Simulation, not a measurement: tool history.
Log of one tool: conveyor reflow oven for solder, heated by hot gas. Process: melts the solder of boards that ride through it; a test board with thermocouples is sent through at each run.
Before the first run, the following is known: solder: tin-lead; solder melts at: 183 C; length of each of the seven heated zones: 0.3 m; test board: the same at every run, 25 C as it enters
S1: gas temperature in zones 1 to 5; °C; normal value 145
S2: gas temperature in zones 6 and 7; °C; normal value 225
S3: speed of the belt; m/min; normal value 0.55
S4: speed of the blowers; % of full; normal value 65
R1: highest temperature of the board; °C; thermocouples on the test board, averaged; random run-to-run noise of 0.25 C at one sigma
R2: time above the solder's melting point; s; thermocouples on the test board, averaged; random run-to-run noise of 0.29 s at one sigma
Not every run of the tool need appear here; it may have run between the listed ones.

run,day,S1,S2,S3,S4,R1,R2
1,0,145,225,0.55,65,203.2,37.2
2,0.996,145,225,0.55,65,203,37.5
# day 1.458: flux residue cleaned out of gas plates and filters
3,1.938,145,225,0.55,65,206.5,42.3
4,2.612,145,225,0.55,65,206.1,41.6
5,3.696,145,225,0.55,65,206.3,42.4
6,4.35,145,225,0.55,65,206.2,41.4
7,5.029,145,225,0.55,63,204.9,41
8,6.142,145,225,0.55,55,202.8,36.5
9,7.021,145,225,0.593,55,199.5,30.5
# day 7.283: belt drive overhauled, speed set with a stopwatch
10,8.092,145,225,0.593,55,199.8,30.4
11,8.588,145,225,0.55,65,206.2,41.8
12,9.571,145,225,0.55,65,205.8,41.5
13,10.608,145,219,0.55,70,201.9,38.5
14,11.079,145,219,0.476,70,206.1,50.3
15,12.108,145,219,0.476,70,205.7,49.9
# day 13.058: belt drive overhauled, speed set with a stopwatch, once more
16,13.325,151,225,0.55,65,206.6,44.2
17,13.808,151,225,0.55,65,206.3,44.2
18,14.7,153,225,0.539,65,207.5,47.2
19,15.296,153,225,0.539,65,207.3,47.1
20,16.15,145,225,0.66,57,195.3,20.9
21,17.158,145,229,0.613,73,206.8,37.3
22,18.033,134,225,0.492,65,205.7,43.1
23,18.529,134,215,0.492,65,197.7,32.8
24,19.446,130,219,0.644,66,190.5,13.3

4 ways to go on from here, each from the tool as it stands after run 24. What would each give?
A,20.421,145,225,0.484,74,?,?
B,20.421,155,237,0.644,66,?,?
C,20.421,149,228,0.575,66,?,?
D,20.421,159,215,0.644,66,?,?

run,R1,R2
A,210.7,53.1
B,211.3,41.4
C,206.8,41.4
D,196.1,28.2
Had the tool no hidden state, the same runs would have come out as:
run,R1,R2
A,213,55.5
B,214,43.6
C,209.2,44
D,198.3,31.7

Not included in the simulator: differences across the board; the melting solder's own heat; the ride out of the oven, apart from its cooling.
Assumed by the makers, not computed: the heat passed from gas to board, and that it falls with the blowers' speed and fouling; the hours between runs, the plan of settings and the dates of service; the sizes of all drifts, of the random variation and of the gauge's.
